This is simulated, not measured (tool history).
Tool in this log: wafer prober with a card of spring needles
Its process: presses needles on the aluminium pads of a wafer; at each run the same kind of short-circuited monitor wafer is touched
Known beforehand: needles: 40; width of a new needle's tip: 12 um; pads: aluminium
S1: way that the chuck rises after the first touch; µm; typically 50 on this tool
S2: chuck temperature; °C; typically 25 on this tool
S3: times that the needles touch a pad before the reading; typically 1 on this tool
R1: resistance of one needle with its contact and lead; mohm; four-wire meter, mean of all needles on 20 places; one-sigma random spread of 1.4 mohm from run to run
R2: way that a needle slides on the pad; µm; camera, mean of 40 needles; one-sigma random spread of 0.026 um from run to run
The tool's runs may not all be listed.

run,hour,S1,S2,S3,R1,R2
1,0,50,25,1,129,9
2,49.1,50,25,1,127,8.94
3,72.4,50,25,1,128,8.93
4,115.8,50,33,1,128,8.94
5,142.9,50,25,1,129,9
6,185.8,50,25,1,129,8.97
7,236.8,50,64,1,132,8.94
8,260.6,50,64,1,133,8.92
9,304.5,50,64,1,134,8.97
10,339.5,50,64,1,137,8.93
11,388.7,50,25,1,127,8.97
12,430,50,25,1,128,8.98
13,464.7,50,25,1,126,8.94
14,516.4,51,25,2,126,9.18
15,566.4,45,25,1,129,8.07
16,600.2,50,52,1,132,8.9
17,651.1,50,52,1,132,8.94
18,677,60,30,2,125,10.74
19,716.9,38,46,1,137,6.79
20,747.1,62,29,2,128,11.02
21,780.3,62,29,2,128,11.11

Missing from the log above: 39 entries noted between runs. For each, name the pair of listed runs it sits between and say how the tool's hidden condition differs from the listed run just before to the listed run just after:
Logged between run 1 and run 2: tips cleaned on abrasive film (hour 17.1); tips cleaned on abrasive film (hour 37.7)
  debris on the tips, nm: 0 -> 0.1
Logged between run 2 and run 3: tips cleaned on abrasive film (hour 61.1); height of the first contact set anew (hour 71.3)
  the hidden state is the same at both runs
Logged between run 3 and run 4: tips cleaned on abrasive film (hour 82.8); tips cleaned on abrasive film (hour 104.8)
  the hidden state is the same at both runs
Logged between run 4 and run 5: tips cleaned on abrasive film (hour 126.1)
  the hidden state is the same at both runs
Logged between run 5 and run 6: tips cleaned on abrasive film (hour 146); tips cleaned on abrasive film (hour 165.4); tips cleaned on abrasive film (hour 185.8)
  debris on the tips, nm: 0.1 -> 0
Logged between run 6 and run 7: tips cleaned on abrasive film (hour 208.7); tips cleaned on abrasive film (hour 228.2)
  debris on the tips, nm: 0 -> 0.1
Logged between run 7 and run 8: tips cleaned on abrasive film (hour 248.4)
  the hidden state is the same at both runs
Logged between run 8 and run 9: tips cleaned on abrasive film (hour 268); tips cleaned on abrasive film (hour 289.2)
  the hidden state is the same at both runs
Logged between run 9 and run 10: tips cleaned on abrasive film (hour 309.7); tips cleaned on abrasive film (hour 330.2)
  the hidden state is the same at both runs
Logged between run 10 and run 11: tips cleaned on abrasive film (hour 351); tips cleaned on abrasive film (hour 372.2)
  the hidden state is the same at both runs
Logged between run 11 and run 12: tips cleaned on abrasive film (hour 391.3); tips cleaned on abrasive film (hour 411.8)
  the hidden state is the same at both runs
Logged between run 12 and run 13: tips cleaned on abrasive film (hour 433.7); tips cleaned on abrasive film (hour 452.5)
  the hidden state is the same at both runs
Logged between run 13 and run 14: tips cleaned on abrasive film (hour 472.9); height of the first contact set anew (hour 484.6); tips cleaned on abrasive film (hour 494.4); tips cleaned on abrasive film (hour 516.4)
  debris on the tips, nm: 0.1 -> 0
Logged between run 14 and run 15: tips cleaned on abrasive film (hour 536.4); tips cleaned on abrasive film (hour 555.3)
  debris on the tips, nm: 0 -> 0.1
Logged between run 15 and run 16: tips cleaned on abrasive film (hour 575.4); tips cleaned on abrasive film (hour 595.6)
  the hidden state is the same at both runs
Logged between run 16 and run 17: tips cleaned on abrasive film (hour 614.6); tips cleaned on abrasive film (hour 635.2)
  the hidden state is the same at both runs
Logged between run 17 and run 18: tips cleaned on abrasive film (hour 654.6); tips cleaned on abrasive film (hour 677)
  debris on the tips, nm: 0.1 -> 0
Logged between run 18 and run 19: tips cleaned on abrasive film (hour 695.9); tips cleaned on abrasive film (hour 716.9)
  the hidden state is the same at both runs
Logged between run 19 and run 20: tips cleaned on abrasive film (hour 740.2)
  debris on the tips, nm: 0 -> 0.1
Logged between run 20 and run 21: tips cleaned on abrasive film (hour 762.3)
  the hidden state is the same at both runs

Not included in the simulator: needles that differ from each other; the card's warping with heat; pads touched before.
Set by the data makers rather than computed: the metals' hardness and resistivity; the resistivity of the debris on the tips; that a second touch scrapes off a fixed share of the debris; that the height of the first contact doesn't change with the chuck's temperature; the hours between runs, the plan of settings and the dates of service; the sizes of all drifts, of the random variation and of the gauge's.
